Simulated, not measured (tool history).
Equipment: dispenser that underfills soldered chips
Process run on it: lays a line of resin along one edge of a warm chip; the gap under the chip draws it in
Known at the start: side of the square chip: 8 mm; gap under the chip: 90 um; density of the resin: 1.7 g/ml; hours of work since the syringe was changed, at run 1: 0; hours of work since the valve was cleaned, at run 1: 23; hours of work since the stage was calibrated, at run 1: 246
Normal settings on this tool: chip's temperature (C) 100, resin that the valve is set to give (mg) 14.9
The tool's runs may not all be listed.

run  hour  chip's temperature (C)  resin that the valve is set to give (mg)  hours of work since the syringe was changed  hours of work since the valve was cleaned  hours of work since the stage was calibrated  time until the resin shows at the far edge (s)  resin that the valve gave (mg)
  1   0.0                     100                                      14.9                                            0                                         23                                           246                                            16.6                           14.70
  2   9.4                     100                                      14.9                                            6                                         30                                           252                                            22.1                           14.65
     13.5  -- new syringe of resin
  3  17.5                     100                                      14.9                                            3                                         35                                           258                                            19.1                           14.56
  4  26.1                      87                                      14.9                                            9                                         41                                           263                                            40.0                           14.43
     27.6  -- new syringe of resin
  5  36.7                      92                                      14.9                                            6                                         48                                           270                                            29.7                           14.36
     40.8  -- new syringe of resin
  6  46.8                     105                                      19.3                                            4                                         54                                           277                                            15.7                           18.50
     54.7  -- new syringe of resin
  7  60.0                     105                                      19.3                                            4                                         63                                           286                                            15.3                           18.29
     68.1  -- new syringe of resin
  8  70.4                     100                                      14.5                                            2                                         70                                           293                                            18.2                           13.63
  9  76.7                     100                                      14.5                                            6                                         74                                           297                                            22.3                           13.56
     81.5  -- new syringe of resin
 10  89.9                      98                                      16.9                                            6                                         83                                           306                                            22.9                           15.78

Below are 5 alternative next runs, each starting from the tool's condition after run 10. Predict each:
      94.7  -- new syringe of resin
  A  100.4                      92                                      14.8                                            4                                         90                                           313                                               ?                               ?
      94.7  -- new syringe of resin
  B  100.4                     100                                      16.7                                            4                                         90                                           313                                               ?                               ?
      94.7  -- new syringe of resin
  C  100.4                     115                                      15.4                                            4                                         90                                           313                                               ?                               ?
      94.7  -- new syringe of resin
  D  100.4                      98                                      13.2                                            4                                         90                                           313                                               ?                               ?
      94.7  -- new syringe of resin
  E  100.4                      89                                      16.9                                            4                                         90                                           313                                               ?                               ?

run  time until the resin shows at the far edge (s)  resin that the valve gave (mg)
  A                                            26.9                           13.70
  B                                            18.6                           15.62
  C                                             9.9                           14.40
  D                                            21.7                           12.13
  E                                            29.3                           15.71
With the hidden condition removed and each run's random variation left untouched, the same runs would have given:
run  time until the resin shows at the far edge (s)  resin that the valve gave (mg)
  A                                            23.6                           14.79
  B                                            16.3                           16.84
  C                                             8.6                           15.53
  D                                            18.8                           13.09
  E                                            25.8                           16.95
